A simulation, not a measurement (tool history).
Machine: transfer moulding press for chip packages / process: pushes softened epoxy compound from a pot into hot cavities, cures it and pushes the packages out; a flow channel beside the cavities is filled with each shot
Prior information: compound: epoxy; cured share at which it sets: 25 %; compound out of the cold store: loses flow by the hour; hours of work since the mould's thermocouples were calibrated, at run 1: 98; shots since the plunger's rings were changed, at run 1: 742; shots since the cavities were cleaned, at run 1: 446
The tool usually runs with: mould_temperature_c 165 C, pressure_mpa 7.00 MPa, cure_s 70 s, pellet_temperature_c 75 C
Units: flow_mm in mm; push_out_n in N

| run | hour | mould_temperature_c | pressure_mpa | cure_s | pellet_temperature_c | hours of work since the mould's thermocouples were calibrated | shots since the plunger's rings were changed | shots since the cavities were cleaned | incoming compound's hours out of the cold store | flow_mm | push_out_n |
|---|---|---|---|---|---|---|---|---|---|---|---|
| 1 | 0.0 | 165 | 7.00 | 70 | 75 | 98 | 742 | 446 | 12.0 | 1032 | 587 |
| 2 | 7.4 | 165 | 5.39 | 70 | 75 | 102 | 841 | 545 | 14.4 | 884 | 636 |
|  | 12.8 | cavities cleaned with cleaning compound and waxed |
| 3 | 17.0 | 165 | 7.00 | 70 | 75 | 107 | 950 | 56 | 26.7 | 965 | 394 |
| 4 | 26.1 | 165 | 7.00 | 70 | 75 | 112 | 1072 | 178 | 29.7 | 941 | 462 |
| 5 | 31.9 | 160 | 7.00 | 70 | 75 | 116 | 1150 | 256 | 46.2 | 892 | 657 |
| 6 | 41.2 | 165 | 7.00 | 70 | 75 | 122 | 1274 | 380 | 10.1 | 1032 | 566 |
| 7 | 48.9 | 165 | 7.00 | 70 | 75 | 126 | 1378 | 484 | 25.2 | 964 | 584 |
| 8 | 55.4 | 165 | 7.00 | 70 | 75 | 130 | 1464 | 570 | 32.2 | 921 | 632 |
|  | 59.5 | cavities cleaned with cleaning compound and waxed |
| 9 | 65.8 | 165 | 7.00 | 70 | 75 | 135 | 1584 | 84 | 23.7 | 965 | 414 |
| 10 | 78.9 | 165 | 7.00 | 70 | 75 | 143 | 1760 | 260 | 26.8 | 948 | 499 |
| 11 | 91.3 | 165 | 7.00 | 70 | 75 | 151 | 1927 | 427 | 20.9 | 976 | 588 |
|  | 94.5 | mould's thermocouples calibrated |
| 12 | 105.2 | 165 | 7.00 | 70 | 75 | 6 | 2086 | 586 | 16.5 | 1000 | 642 |
|  | 107.3 | cavities cleaned with cleaning compound and waxed |
| 13 | 115.7 | 162 | 5.36 | 84 | 67 | 12 | 2206 | 112 | 27.5 | 837 | 415 |
| 14 | 121.2 | 162 | 7.14 | 57 | 67 | 15 | 2280 | 186 | 32.0 | 942 | 925 |
| 15 | 128.3 | 159 | 8.75 | 59 | 75 | 19 | 2375 | 281 | 22.1 | 1113 | 1174 |
| 16 | 139.3 | 165 | 5.66 | 70 | 75 | 26 | 2522 | 428 | 18.1 | 877 | 588 |
| 17 | 147.2 | 165 | 7.77 | 70 | 66 | 31 | 2628 | 534 | 34.4 | 949 | 613 |
|  | 153.8 | cavities cleaned with cleaning compound and waxed |
| 18 | 157.1 | 165 | 7.77 | 70 | 66 | 36 | 2742 | 45 | 8.9 | 1066 | 394 |
| 19 | 164.9 | 173 | 7.77 | 70 | 66 | 41 | 2846 | 149 | 35.2 | 910 | 380 |
|  | 174.1 | mould's thermocouples calibrated, once more |
| 20 | 178.6 | 173 | 7.77 | 70 | 66 | 3 | 3003 | 306 | 11.5 | 1028 | 439 |
| 21 | 189.4 | 173 | 7.77 | 70 | 66 | 9 | 3147 | 450 | 45.3 | 863 | 479 |
|  | 201.8 | cavities cleaned with cleaning compound and waxed |
| 22 | 201.8 | 165 | 5.78 | 99 | 75 | 16 | 3294 | 0 | 30.4 | 828 | 307 |
| 23 | 209.9 | 165 | 5.78 | 99 | 75 | 21 | 3403 | 109 | 19.5 | 871 | 361 |
| 24 | 218.6 | 165 | 8.12 | 70 | 65 | 26 | 3520 | 226 | 12.5 | 1063 | 506 |

Forecast each of these 4 alternatives for the next run:
| A | 226.5 | 170 | 7.21 | 70 | 75 | 31 | 3625 | 331 | 25.9 | ? | ? |
| B | 226.5 | 165 | 7.00 | 77 | 75 | 31 | 3625 | 331 | 25.3 | ? | ? |
| C | 226.5 | 158 | 8.12 | 70 | 65 | 31 | 3625 | 331 | 22.4 | ? | ? |
| D | 226.5 | 165 | 8.12 | 57 | 81 | 31 | 3625 | 331 | 25.0 | ? | ? |

| run | flow_mm | push_out_n |
|---|---|---|
| A | 927 | 446 |
| B | 936 | 501 |
| C | 1051 | 911 |
| D | 1000 | 753 |
Without the tool's hidden state the same runs would have given:
| run | flow_mm | push_out_n |
|---|---|---|
| A | 972 | 291 |
| B | 981 | 330 |
| C | 1102 | 599 |
| D | 1048 | 495 |
